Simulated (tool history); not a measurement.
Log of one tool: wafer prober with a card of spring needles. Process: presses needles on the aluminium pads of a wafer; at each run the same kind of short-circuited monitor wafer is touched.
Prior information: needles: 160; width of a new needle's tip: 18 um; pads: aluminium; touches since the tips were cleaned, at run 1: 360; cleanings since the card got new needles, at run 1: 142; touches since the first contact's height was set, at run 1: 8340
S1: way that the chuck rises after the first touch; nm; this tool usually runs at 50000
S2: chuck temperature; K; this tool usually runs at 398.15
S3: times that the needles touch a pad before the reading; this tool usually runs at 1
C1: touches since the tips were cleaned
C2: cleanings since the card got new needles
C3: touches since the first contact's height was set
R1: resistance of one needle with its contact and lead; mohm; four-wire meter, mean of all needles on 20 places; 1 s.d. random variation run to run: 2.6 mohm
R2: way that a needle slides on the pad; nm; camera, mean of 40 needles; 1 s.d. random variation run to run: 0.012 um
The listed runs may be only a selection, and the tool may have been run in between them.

{"run": 1, "hour": 0.0, "S1": 50000, "S2": 398.15, "S3": 1, "C1": 360, "C2": 142, "C3": 8340, "R1": 292, "R2": 8900}
{"hour": 14.7, "done": "tips cleaned on abrasive film"}
{"hour": 29.5, "done": "tips cleaned on abrasive film"}
{"run": 2, "hour": 29.5, "S1": 50000, "S2": 398.15, "S3": 1, "C1": 0, "C2": 144, "C3": 18988, "R1": 293, "R2": 8900}
{"hour": 47.2, "done": "tips cleaned on abrasive film"}
{"hour": 64.1, "done": "tips cleaned on abrasive film"}
{"hour": 81.2, "done": "tips cleaned on abrasive film"}
{"run": 3, "hour": 91.2, "S1": 50000, "S2": 398.15, "S3": 1, "C1": 3636, "C2": 147, "C3": 41304, "R1": 291, "R2": 8910}
{"hour": 98.7, "done": "tips cleaned on abrasive film"}
{"hour": 115.1, "done": "tips cleaned on abrasive film"}
{"hour": 133.1, "done": "tips cleaned on abrasive film"}
{"run": 4, "hour": 133.2, "S1": 50000, "S2": 398.15, "S3": 1, "C1": 47, "C2": 150, "C3": 56446, "R1": 298, "R2": 8930}
{"hour": 150.5, "done": "tips cleaned on abrasive film"}
{"hour": 168.7, "done": "tips cleaned on abrasive film"}
{"hour": 171.6, "done": "height of the first contact set anew"}
{"run": 5, "hour": 173.3, "S1": 50000, "S2": 301.15, "S3": 1, "C1": 1552, "C2": 152, "C3": 606, "R1": 267, "R2": 8910}
{"hour": 184.3, "done": "tips cleaned on abrasive film"}
{"hour": 199.1, "done": "tips cleaned on abrasive film"}
{"hour": 216.6, "done": "tips cleaned on abrasive film"}
{"run": 6, "hour": 216.6, "S1": 50000, "S2": 301.15, "S3": 1, "C1": 0, "C2": 155, "C3": 16230, "R1": 264, "R2": 8900}
{"hour": 234.3, "done": "tips cleaned on abrasive film"}
{"hour": 249.5, "done": "tips cleaned on abrasive film"}
{"run": 7, "hour": 249.5, "S1": 50000, "S2": 398.15, "S3": 1, "C1": 0, "C2": 157, "C3": 28132, "R1": 290, "R2": 8890}
{"hour": 266.0, "done": "tips cleaned on abrasive film"}
{"hour": 282.7, "done": "tips cleaned on abrasive film"}
{"run": 8, "hour": 291.0, "S1": 50000, "S2": 398.15, "S3": 1, "C1": 3007, "C2": 159, "C3": 43121, "R1": 298, "R2": 8900}
{"hour": 298.4, "done": "tips cleaned on abrasive film"}
{"hour": 316.2, "done": "tips cleaned on abrasive film"}
{"hour": 334.6, "done": "tips cleaned on abrasive film"}
{"hour": 349.7, "done": "tips cleaned on abrasive film"}
{"run": 9, "hour": 349.7, "S1": 50000, "S2": 398.15, "S3": 1, "C1": 0, "C2": 163, "C3": 64315, "R1": 294, "R2": 8920}
{"hour": 367.4, "done": "tips cleaned on abrasive film"}
{"hour": 367.7, "done": "height of the first contact set anew"}
{"hour": 384.4, "done": "tips cleaned on abrasive film"}
{"hour": 402.2, "done": "tips cleaned on abrasive film"}
{"run": 10, "hour": 408.7, "S1": 50000, "S2": 398.15, "S3": 1, "C1": 2341, "C2": 166, "C3": 14805, "R1": 302, "R2": 8930}
{"hour": 419.6, "done": "tips cleaned on abrasive film"}
{"hour": 435.5, "done": "tips cleaned on abrasive film"}
{"hour": 452.4, "done": "tips cleaned on abrasive film"}
{"run": 11, "hour": 460.4, "S1": 40000, "S2": 305.15, "S3": 1, "C1": 2905, "C2": 169, "C3": 33496, "R1": 277, "R2": 7110}
{"hour": 470.5, "done": "tips cleaned on abrasive film"}
{"hour": 487.1, "done": "tips cleaned on abrasive film"}
{"hour": 505.0, "done": "tips cleaned on abrasive film"}
{"run": 12, "hour": 516.3, "S1": 40000, "S2": 305.15, "S3": 1, "C1": 4104, "C2": 172, "C3": 53708, "R1": 270, "R2": 7110}

Run 13, settings as shown, results not yet in. Your forecast:
{"hour": 520.1, "done": "tips cleaned on abrasive film"}
{"hour": 536.9, "done": "tips cleaned on abrasive film"}
{"hour": 553.8, "done": "tips cleaned on abrasive film"}
{"run": 13, "hour": 559.2, "S1": 40000, "S2": 305.15, "S3": 1, "C1": 1964, "C2": 175, "C3": 69184, "R1": "?", "R2": "?"}

R1: 269 mohm
R2: 7150 nm
Take away the tool's hidden state, keep the run-to-run variation as it was, and the same run would have given R1 268 mohm, R2 7150 nm.
